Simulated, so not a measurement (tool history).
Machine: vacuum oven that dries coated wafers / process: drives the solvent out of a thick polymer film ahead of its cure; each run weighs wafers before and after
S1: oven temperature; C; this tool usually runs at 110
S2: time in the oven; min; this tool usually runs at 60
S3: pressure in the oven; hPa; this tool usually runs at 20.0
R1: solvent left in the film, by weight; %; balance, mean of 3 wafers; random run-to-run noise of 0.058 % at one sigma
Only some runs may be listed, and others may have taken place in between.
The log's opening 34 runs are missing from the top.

run,day,S1,S2,S3,R1
35,121.738,97,94,73.0,13.27
36,125.483,110,60,28.1,4.38
37,128.833,110,60,14.5,2.62
38,131.808,118,47,42.0,4.92
39,135.196,118,47,42.0,4.94
# day 137.054: oven's thermocouples calibrated
40,137.821,110,30,40.2,6.87
41,140.158,110,30,40.2,6.81
42,143.788,99,42,70.2,13.03
43,147.962,100,49,38.7,8.47
44,152.700,100,49,38.7,8.37
45,157.258,102,65,10.7,3.08
46,159.325,124,39,41.4,3.83
47,162.754,98,106,41.4,9.19

Here are 3 independent what-if runs from the current tool condition. What would each one return?
A,167.350,104,89,41.4,?
B,167.350,117,106,41.4,?
C,167.350,115,92,20.0,?

run,R1
A,7.37
B,4.68
C,2.58
Without the tool's hidden state the same runs would have given:
run,R1
A,6.78
B,4.30
C,2.21
